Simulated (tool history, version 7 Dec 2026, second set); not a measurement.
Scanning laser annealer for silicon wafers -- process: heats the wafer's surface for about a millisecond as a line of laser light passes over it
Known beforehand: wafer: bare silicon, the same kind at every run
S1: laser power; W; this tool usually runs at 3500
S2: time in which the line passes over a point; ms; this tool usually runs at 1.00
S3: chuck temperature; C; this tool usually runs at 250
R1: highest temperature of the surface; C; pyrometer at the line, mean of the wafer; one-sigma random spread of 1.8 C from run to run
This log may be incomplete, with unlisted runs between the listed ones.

run   hour    S1    S2   S3    R1
  1    0.0  3500  1.00  250   990
  2   17.9  3500  1.19  250  1059
  3   33.3  3500  1.19  250  1050
  4   46.0  3500  1.19  250  1055
  5   62.3  3500  1.19  250  1055
  6   74.2  3500  1.19  250  1051
  7   92.7  3500  1.19  250  1050
  8  112.7  3529  1.00  250   990
  9  129.4  3500  0.77  250   890
 10  147.6  3500  1.00  279  1010
 11  167.3  3805  1.00  250  1057
 12  177.3  3500  1.00  250   983
 13  191.8  3500  1.00  250   981
 14  207.5  3500  1.00  250   978
 15  224.5  3500  1.00  250   977
 16  246.2  3022  1.00  250   862
 17  263.8  3022  1.00  250   859
 18  283.0  3022  1.00  250   862
 19  293.0  3022  1.00  250   863
 20  314.3  3500  1.00  250   977
 21  335.0  3500  1.00  250   973
 22  354.4  3500  1.09  250  1005
 23  364.7  3305  1.12  236   950
 24  384.1  3418  1.12  265  1009
 25  393.4  2993  1.00  250   850
 26  413.8  3028  0.76  250   778
 27  434.2  3500  0.84  218   880
 28  445.1  3500  0.92  211   899
 29  465.4  3500  0.75  216   835
 30  478.3  3500  1.00  242   961
 31  495.1  3831  0.76  279   975
 32  511.6  3041  0.86  213   780
 33  531.7  3693  0.82  244   935
 34  553.3  3693  0.81  244   927
 35  570.9  3693  0.81  244   929
 36  579.8  3778  0.74  219   891
 37  596.3  3256  1.18  220   932
 38  606.3  3256  1.18  220   930
 39  627.8  3517  0.99  288  1001
 40  640.1  3517  0.99  288  1000
 41  652.2  3517  0.99  288  1001

Some steps in R1 between neighbouring runs. How much of each would the tool show without its hidden state too (settings, what came in, random variation), and how much is left for the hidden state, with any gauge scatter that isn't in both results?
Hidden conditions of the tool in this case: light that passes the window, % of a clean one's; laser's true power over the reading, %; width of the line over the set one, %; drift of the gauge itself on peak_c, C.
Run 24 -> 25: S1 3418 -> 2993, S2 1.12 -> 1.00, S3 265 -> 250. R1 -159 C: hidden state +7, all else -166.
Run 26 -> 27: S1 3028 -> 3500, S2 0.76 -> 0.84, S3 250 -> 218. R1 +102 C: hidden state -8, all else +110.
Run 31 -> 32: S1 3831 -> 3041, S2 0.76 -> 0.86, S3 279 -> 213. R1 -195 C: hidden state +8, all else -203.
Run 32 -> 33: S1 3041 -> 3693, S2 0.86 -> 0.82, S3 213 -> 244. R1 +155 C: hidden state -9, all else +164.
